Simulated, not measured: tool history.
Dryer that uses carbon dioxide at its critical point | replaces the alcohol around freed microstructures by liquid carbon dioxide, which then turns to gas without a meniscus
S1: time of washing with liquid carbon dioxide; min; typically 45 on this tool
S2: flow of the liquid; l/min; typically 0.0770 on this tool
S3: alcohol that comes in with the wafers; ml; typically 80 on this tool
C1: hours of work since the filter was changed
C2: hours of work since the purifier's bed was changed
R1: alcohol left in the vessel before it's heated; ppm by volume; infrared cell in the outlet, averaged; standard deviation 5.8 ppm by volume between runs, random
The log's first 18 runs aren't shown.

run,day,S1,S2,S3,C1,C2,R1
19,8.692,45,0.0770,79,115,379,356
20,9.462,45,0.0770,79,125,389,376
21,9.808,45,0.0770,79,130,394,379
22,10.404,45,0.0770,79,138,401,411
23,10.888,45,0.0770,79,144,408,402
24,11.567,45,0.0770,79,153,417,406
25,12.154,50,0.0662,63,161,424,437
26,12.717,50,0.0662,63,168,432,434
27,13.233,45,0.0770,91,175,438,487
28,13.575,45,0.0770,91,179,443,487
29,13.954,36,0.0661,80,184,448,2471
30,14.421,60,0.0674,34,190,454,156
31,14.967,60,0.0674,34,197,461,162
32,15.596,70,0.0542,31,206,469,199
33,15.988,70,0.0542,31,211,475,194
34,16.400,70,0.0542,31,216,480,204
35,16.850,43,0.0770,54,222,486,442
36,17.321,29,0.1258,43,228,492,265
37,17.921,42,0.0596,56,236,500,1655
38,18.400,28,0.0682,20,242,506,1647
39,18.779,28,0.0682,20,247,511,1673

What does the tool deliver on the next run?
40,19.362,28,0.0682,35,255,519,?

Run 40 measured R1 2816 ppm by volume.
Minus the tool's unlogged condition, the same run would have read R1 1688 ppm by volume.

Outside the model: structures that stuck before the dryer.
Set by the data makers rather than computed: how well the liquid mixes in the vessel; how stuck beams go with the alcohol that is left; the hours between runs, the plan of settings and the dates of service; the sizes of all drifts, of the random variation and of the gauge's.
